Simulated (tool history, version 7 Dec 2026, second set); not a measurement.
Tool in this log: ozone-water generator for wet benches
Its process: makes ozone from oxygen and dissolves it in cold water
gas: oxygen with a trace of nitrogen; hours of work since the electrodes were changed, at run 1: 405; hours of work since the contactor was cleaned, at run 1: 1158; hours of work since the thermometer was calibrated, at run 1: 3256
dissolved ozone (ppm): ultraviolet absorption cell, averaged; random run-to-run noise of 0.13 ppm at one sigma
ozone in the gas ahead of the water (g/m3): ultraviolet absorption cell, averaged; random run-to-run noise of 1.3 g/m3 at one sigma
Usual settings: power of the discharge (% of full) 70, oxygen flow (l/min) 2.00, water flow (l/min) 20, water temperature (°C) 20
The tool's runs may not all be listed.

run	hour	power of the discharge (% of full)	oxygen flow (l/min)	water flow (l/min)	water temperature (°C)	hours of work since the electrodes were changed	hours of work since the contactor was cleaned	hours of work since the thermometer was calibrated	dissolved ozone (ppm)	ozone in the gas ahead of the water (g/m3)
1	0.0	70	2.00	20	20	405	1158	3256	14.3	247.7
# hour 6.4: water thermometer calibrated
2	68.2	70	2.00	20	20	449	1202	40	14.8	248.0
3	167.2	70	2.00	20	15	514	1267	105	14.7	250.0
4	218.4	70	2.04	20	20	547	1300	139	14.6	247.2
5	311.1	70	2.04	20	20	608	1361	199	14.3	245.8
6	389.6	70	2.04	20	20	659	1412	251	14.5	245.9
7	492.8	70	2.04	20	20	727	1480	318	14.8	245.9
8	577.9	70	2.23	20	20	783	1535	374	14.8	236.5
9	633.0	63	2.41	23	20	819	1571	410	12.6	215.0
10	708.0	70	2.05	21	28	868	1620	459	13.1	245.2
11	751.5	99	2.69	24	20	896	1649	487	16.5	273.8
12	832.7	99	2.69	24	20	949	1702	540	16.7	275.7
13	877.1	57	1.33	19	24	978	1731	569	11.2	256.2
14	979.1	57	1.33	19	24	1045	1798	636	11.1	257.9
15	1073.8	70	2.00	14	20	1107	1860	698	19.8	249.6
16	1158.8	70	2.00	16	20	1163	1915	754	17.8	248.3

Across each entry between runs, compare the hidden state at the last listed run before it with the hidden state at the first listed run after it:
From run 1 to run 2: water thermometer calibrated (hour 6.4)
  both runs share identical hidden conditions

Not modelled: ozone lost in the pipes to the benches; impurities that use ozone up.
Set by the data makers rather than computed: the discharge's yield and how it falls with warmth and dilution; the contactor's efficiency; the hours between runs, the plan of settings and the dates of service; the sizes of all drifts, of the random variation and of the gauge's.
